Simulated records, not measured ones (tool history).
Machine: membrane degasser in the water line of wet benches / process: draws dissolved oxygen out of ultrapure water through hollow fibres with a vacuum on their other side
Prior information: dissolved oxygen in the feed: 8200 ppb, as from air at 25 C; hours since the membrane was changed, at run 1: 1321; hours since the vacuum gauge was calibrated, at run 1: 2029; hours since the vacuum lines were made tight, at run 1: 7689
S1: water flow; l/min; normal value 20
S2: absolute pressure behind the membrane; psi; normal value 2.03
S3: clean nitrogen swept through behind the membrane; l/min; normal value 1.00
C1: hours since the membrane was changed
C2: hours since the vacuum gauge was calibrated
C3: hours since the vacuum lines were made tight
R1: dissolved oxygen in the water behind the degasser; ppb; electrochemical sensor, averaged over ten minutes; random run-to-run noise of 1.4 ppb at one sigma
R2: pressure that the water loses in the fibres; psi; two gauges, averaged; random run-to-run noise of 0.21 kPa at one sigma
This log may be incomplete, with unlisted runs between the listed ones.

{"run": 1, "day": 0.0, "S1": 20, "S2": 2.03, "S3": 1.0, "C1": 1321, "C2": 2029, "C3": 7689, "R1": 462.2, "R2": 7.311}
{"run": 2, "day": 3.833, "S1": 20, "S2": 2.03, "S3": 1.0, "C1": 1414, "C2": 2121, "C3": 7781, "R1": 460.7, "R2": 7.351}
{"run": 3, "day": 6.388, "S1": 20, "S2": 2.07, "S3": 1.0, "C1": 1475, "C2": 2182, "C3": 7842, "R1": 470.4, "R2": 7.411}
{"run": 4, "day": 9.354, "S1": 20, "S2": 2.07, "S3": 1.0, "C1": 1546, "C2": 2253, "C3": 7913, "R1": 471.0, "R2": 7.336}
{"run": 5, "day": 13.358, "S1": 18, "S2": 2.07, "S3": 1.0, "C1": 1642, "C2": 2350, "C3": 8009, "R1": 428.9, "R2": 6.614}
{"run": 6, "day": 17.567, "S1": 18, "S2": 2.07, "S3": 1.0, "C1": 1743, "C2": 2451, "C3": 8110, "R1": 425.8, "R2": 6.612}
{"run": 7, "day": 21.479, "S1": 18, "S2": 2.07, "S3": 1.0, "C1": 1837, "C2": 2545, "C3": 8204, "R1": 424.9, "R2": 6.611}
{"run": 8, "day": 24.133, "S1": 18, "S2": 4.03, "S3": 1.0, "C1": 1901, "C2": 2608, "C3": 8268, "R1": 889.1, "R2": 6.618}
{"run": 9, "day": 25.954, "S1": 20, "S2": 2.03, "S3": 2.87, "C1": 1944, "C2": 2652, "C3": 8312, "R1": 177.6, "R2": 7.311}
{"run": 10, "day": 30.288, "S1": 20, "S2": 2.03, "S3": 2.87, "C1": 2048, "C2": 2756, "C3": 8416, "R1": 176.6, "R2": 7.333}
{"run": 11, "day": 33.154, "S1": 20, "S2": 2.36, "S3": 1.0, "C1": 2117, "C2": 2825, "C3": 8485, "R1": 539.7, "R2": 7.31}
{"run": 12, "day": 36.075, "S1": 20, "S2": 2.36, "S3": 1.0, "C1": 2187, "C2": 2895, "C3": 8555, "R1": 538.2, "R2": 7.304}
{"run": 13, "day": 39.092, "S1": 19, "S2": 1.65, "S3": 1.0, "C1": 2260, "C2": 2967, "C3": 8627, "R1": 331.0, "R2": 7.004}
{"run": 14, "day": 42.588, "S1": 30, "S2": 1.44, "S3": 1.02, "C1": 2344, "C2": 3051, "C3": 8711, "R1": 399.3, "R2": 11.049}
{"day": 44.162, "done": "gauge calibrated"}
{"run": 15, "day": 45.596, "S1": 30, "S2": 1.44, "S3": 1.6, "C1": 2416, "C2": 3123, "C3": 8783, "R1": 287.0, "R2": 10.958}
{"run": 16, "day": 49.167, "S1": 30, "S2": 1.44, "S3": 1.6, "C1": 2501, "C2": 3209, "C3": 8869, "R1": 285.8, "R2": 11.053}
{"run": 17, "day": 52.379, "S1": 30, "S2": 1.44, "S3": 1.6, "C1": 2579, "C2": 3286, "C3": 8946, "R1": 285.2, "R2": 11.023}
{"run": 18, "day": 56.271, "S1": 30, "S2": 1.44, "S3": 1.6, "C1": 2672, "C2": 3379, "C3": 9039, "R1": 284.1, "R2": 11.027}
{"run": 19, "day": 58.058, "S1": 20, "S2": 2.03, "S3": 0.7, "C1": 2715, "C2": 3422, "C3": 9082, "R1": 612.9, "R2": 7.336}
{"run": 20, "day": 61.896, "S1": 23, "S2": 2.03, "S3": 2.26, "C1": 2807, "C2": 3514, "C3": 9174, "R1": 253.9, "R2": 8.467}
{"run": 21, "day": 65.954, "S1": 16, "S2": 5.02, "S3": 1.02, "C1": 2904, "C2": 3612, "C3": 9272, "R1": 989.6, "R2": 5.902}

Table of differences, measured result less the result of that run with no hidden state. Run-to-run variation is the same in both. Gauge scatter possibly is not:
Hidden state at play: membrane still open, %; true pressure behind the membrane over the reading, kPa; air that leaks in behind the membrane, l/min; drift of the gauge itself on oxygen_ppb, %; drift of the gauge itself on loss_of_pressure_kpa, %.
run=1 R1=+0.2
run=2 R1=-0.9
run=3 R1=-1.7
run=4 R1=-2.6
run=5 R1=-3.3
run=6 R1=-4.4
run=7 R1=-5.5
run=8 R1=-12.8
run=9 R1=-2.7
run=10 R1=-3.2
run=11 R1=-11.0
run=12 R1=-11.9
run=13 R1=-8.0
run=14 R1=-10.7
run=15 R1=-0.2
run=16 R1=-0.8
run=17 R1=-1.4
run=18 R1=-2.0
run=19 R1=-5.0
run=20 R1=-2.6
run=21 R1=-12.6
R2: at most 0.004 psi away from the measurement, every run.
